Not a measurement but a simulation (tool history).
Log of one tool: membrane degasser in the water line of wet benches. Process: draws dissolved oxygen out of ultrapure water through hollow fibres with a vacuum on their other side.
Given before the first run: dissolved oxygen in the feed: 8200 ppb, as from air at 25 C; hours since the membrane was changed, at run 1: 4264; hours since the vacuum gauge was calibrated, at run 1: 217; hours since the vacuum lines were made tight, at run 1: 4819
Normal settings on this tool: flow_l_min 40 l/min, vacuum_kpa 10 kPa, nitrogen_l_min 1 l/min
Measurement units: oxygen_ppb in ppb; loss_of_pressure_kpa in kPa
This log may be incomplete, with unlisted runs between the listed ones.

run,day,flow_l_min,vacuum_kpa,nitrogen_l_min,hours since the membrane was changed,hours since the vacuum gauge was calibrated,hours since the vacuum lines were made tight,oxygen_ppb,loss_of_pressure_kpa
1,0,40,10,1,4264,217,4819,530.7,51.78
2,4.762,40,10,1,4378,332,4933,530.6,52.19
3,10.979,40,10,1,4527,481,5082,534.8,52.64
4,17.021,40,10,1,4672,626,5227,531.6,52.3
5,22.775,40,10,1,4810,764,5365,530.5,52.45
6,26.821,40,10,1,4908,861,5463,531,52.5
7,32.838,40,10,1,5052,1005,5607,533,52.84
8,36.508,40,10,1,5140,1093,5695,531.4,52.72
9,41.612,40,10,1,5263,1216,5817,531.6,52.75
10,46.571,40,10,1,5382,1335,5937,529.4,53.03
11,50.388,40,10,0.69,5473,1427,6028,690.9,53.01
# day 53.154: seals of the vacuum lines changed
12,55.183,40,10,0.69,5586,1540,49,691.3,52.97
13,59.025,40,10,0.69,5679,1632,141,690.3,53.26
14,62.15,40,10,1,5753,1707,216,530.8,52.99
# day 67.85: gauge calibrated
15,68.379,40,12.2,1,5903,1856,365,686.1,51.94
16,72.542,40,12.2,1,6003,1956,465,682.7,52.26
17,76.279,51,11.8,1,6093,2046,555,801.3,66.58
18,79.538,51,11.8,1,6171,2124,633,804,66.07
19,85.571,26,18.4,1,6316,2269,778,784.4,33.93
20,90.242,26,8.7,1,6428,2381,890,301.6,34.29
21,95.688,26,8.7,1,6558,2512,1021,298.9,34.11
22,100.196,57,7.8,1.44,6667,2620,1129,404.3,75.19
23,105.412,62,16.5,2.97,6792,2745,1254,641.6,81.55
24,108.817,62,16.5,2.97,6873,2827,1336,636.3,81.96
25,112.392,62,16.5,2.97,6959,2913,1422,640.2,81.41
26,116.792,62,16.5,2.97,7065,3018,1527,637.4,81.79
27,120.167,40,6.8,2.24,7146,3099,1608,158,52.8
28,123.112,63,10.3,0.82,7217,3170,1679,913.3,84.08
29,126.354,63,10.3,0.82,7294,3248,1757,919.2,83.66
30,131.696,42,17.3,2.05,7423,3376,1885,614.7,55.99
31,135.629,38,20.3,2.05,7517,3470,1979,668.5,50.56
32,139.9,38,20.3,2.05,7619,3573,2082,673.4,50.88

Entry by entry between the runs, the difference in hidden state between the last listed run before and the first listed run after:
Runs 11 to 12: seals of the vacuum lines changed (day 53.154)
  air that leaks in behind the membrane, l/min: 0.0023 -> 0.002; drift of the gauge itself on loss_of_pressure_kpa, %: 1.74 -> 1.9
  what was measured, less what the result would be without the hidden state, loss_of_pressure_kpa: +0.93 -> +1.02 kPa
Runs 14 to 15: gauge calibrated (day 67.85)
  drift of the gauge itself on loss_of_pressure_kpa, %: 2.14 -> 0.02
  what was measured, less what the result would be without the hidden state, loss_of_pressure_kpa: +1.14 -> +0.04 kPa

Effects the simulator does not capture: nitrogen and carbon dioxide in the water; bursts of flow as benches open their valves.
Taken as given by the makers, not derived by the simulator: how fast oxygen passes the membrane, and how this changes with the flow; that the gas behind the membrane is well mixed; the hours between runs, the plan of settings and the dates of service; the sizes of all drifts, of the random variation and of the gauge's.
